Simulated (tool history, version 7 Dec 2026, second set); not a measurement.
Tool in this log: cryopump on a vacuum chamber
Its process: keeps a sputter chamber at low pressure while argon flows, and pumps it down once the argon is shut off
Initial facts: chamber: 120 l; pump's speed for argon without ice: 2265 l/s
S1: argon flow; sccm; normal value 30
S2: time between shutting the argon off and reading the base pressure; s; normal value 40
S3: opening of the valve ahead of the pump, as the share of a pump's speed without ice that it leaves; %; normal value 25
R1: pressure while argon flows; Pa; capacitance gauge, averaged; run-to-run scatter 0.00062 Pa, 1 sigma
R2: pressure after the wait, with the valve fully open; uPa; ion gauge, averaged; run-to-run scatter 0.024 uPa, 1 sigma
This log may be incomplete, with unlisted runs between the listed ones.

run 1 hour=0.0 | S1=30 S2=40 S3=25 | R1=0.0941 R2=1.40
run 2 hour=73.2 | S1=30 S2=40 S3=25 | R1=0.0963 R2=1.45
run 3 hour=162.7 | S1=30 S2=40 S3=25 | R1=0.0985 R2=1.45
-- hour=226.0 pump warmed up, emptied and cooled again
run 4 hour=269.0 | S1=30 S2=40 S3=25 | R1=0.0911 R2=1.27
run 5 hour=371.5 | S1=30 S2=40 S3=25 | R1=0.0914 R2=1.34
run 6 hour=477.4 | S1=30 S2=40 S3=25 | R1=0.0921 R2=1.42
run 7 hour=532.6 | S1=30 S2=40 S3=25 | R1=0.0938 R2=1.45
run 8 hour=603.7 | S1=30 S2=40 S3=25 | R1=0.0960 R2=1.50
run 9 hour=692.5 | S1=30 S2=40 S3=47 | R1=0.0549 R2=1.56
-- hour=751.8 pump warmed up, emptied and cooled again
run 10 hour=771.5 | S1=41 S2=40 S3=28 | R1=0.1090 R2=1.34
run 11 hour=832.7 | S1=17 S2=40 S3=28 | R1=0.0457 R2=1.45
-- hour=857.2 leaking fittings of the chamber tightened, without venting
run 12 hour=896.9 | S1=13 S2=46 S3=25 | R1=0.0393 R2=0.86
run 13 hour=999.7 | S1=13 S2=46 S3=25 | R1=0.0408 R2=0.85
run 14 hour=1074.1 | S1=13 S2=46 S3=25 | R1=0.0415 R2=0.88

Branching from run 14: 5 alternative next runs. What would each branch give?
run A hour=1120.6 | S1=16 S2=135 S3=22 | R1=? R2=?
run B hour=1120.6 | S1=30 S2=108 S3=25 | R1=? R2=?
run C hour=1120.6 | S1=30 S2=100 S3=20 | R1=? R2=?
run D hour=1120.6 | S1=42 S2=82 S3=16 | R1=? R2=?
run E hour=1120.6 | S1=31 S2=42 S3=36 | R1=? R2=?

run=A R1=0.0575 R2=0.47
run=B R1=0.0963 R2=0.50
run=C R1=0.1185 R2=0.55
run=D R1=0.2042 R2=0.62
run=E R1=0.0708 R2=0.93
With no hidden state in the tool, these same runs would have given:
run=A R1=0.0545 R2=0.38
run=B R1=0.0907 R2=0.41
run=C R1=0.1129 R2=0.46
run=D R1=0.1963 R2=0.52
run=E R1=0.0649 R2=0.84
